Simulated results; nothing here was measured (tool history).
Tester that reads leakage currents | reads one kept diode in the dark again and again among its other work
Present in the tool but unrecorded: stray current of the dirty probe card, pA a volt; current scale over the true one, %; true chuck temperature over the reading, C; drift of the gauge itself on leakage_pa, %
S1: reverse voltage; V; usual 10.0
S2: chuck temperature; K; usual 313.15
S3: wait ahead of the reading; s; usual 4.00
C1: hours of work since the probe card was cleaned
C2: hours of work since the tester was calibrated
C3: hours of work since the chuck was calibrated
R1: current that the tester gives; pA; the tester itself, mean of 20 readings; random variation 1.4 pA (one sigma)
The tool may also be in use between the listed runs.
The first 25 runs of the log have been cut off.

run     day    S1      S2    S3   C1    C2    C3      R1
 26  33.733   1.8  315.15  0.95  251   711   957  230.06
 27  34.788  10.0  296.15  0.33  271   731   977  121.25
 28  36.625  10.0  296.15  0.33  306   766  1012  122.42
 29  37.779  11.8  296.15  4.00  328   788  1034  124.13
 30  39.742  11.8  296.15  4.00  366   825  1072  124.36
 31  41.025   5.7  312.15  0.66  390   850  1096  343.06
 32  41.988   2.6  310.15  0.64  409   868  1115  186.22
 33  43.638   2.6  310.15  0.64  440   900  1146  186.83
 34  45.221   2.6  311.15  1.53  470   930  1176  202.86
 35  46.667   5.1  301.15  8.63  498   958  1204  123.43
 36  48.250   5.1  301.15  7.61  528   988  1234  123.51
 37  49.233   5.1  301.15  7.61  547  1007  1253  123.60
 38  50.096  17.5  295.15  7.61  563  1023  1269  147.75
 39  51.525  17.5  295.15  7.61  591  1050  1297  147.61
 40  52.617  17.5  295.15  7.61  611  1071  1317  148.87

What if the next run were any one of these 3? Each begins from the tool's condition after run 40:
  A  54.546   3.9  312.15  1.83  648  1108  1354   ?
  B  54.546   1.3  316.15  7.61  648  1108  1354   ?
  C  54.546  17.5  295.15  1.91  648  1108  1354   ?

run      R1
  A  282.95
  B  212.64
  C  152.20
With the hidden condition removed and each run's random variation left untouched, the same runs would have given:
run      R1
  A  257.51
  B  194.78
  C  128.96

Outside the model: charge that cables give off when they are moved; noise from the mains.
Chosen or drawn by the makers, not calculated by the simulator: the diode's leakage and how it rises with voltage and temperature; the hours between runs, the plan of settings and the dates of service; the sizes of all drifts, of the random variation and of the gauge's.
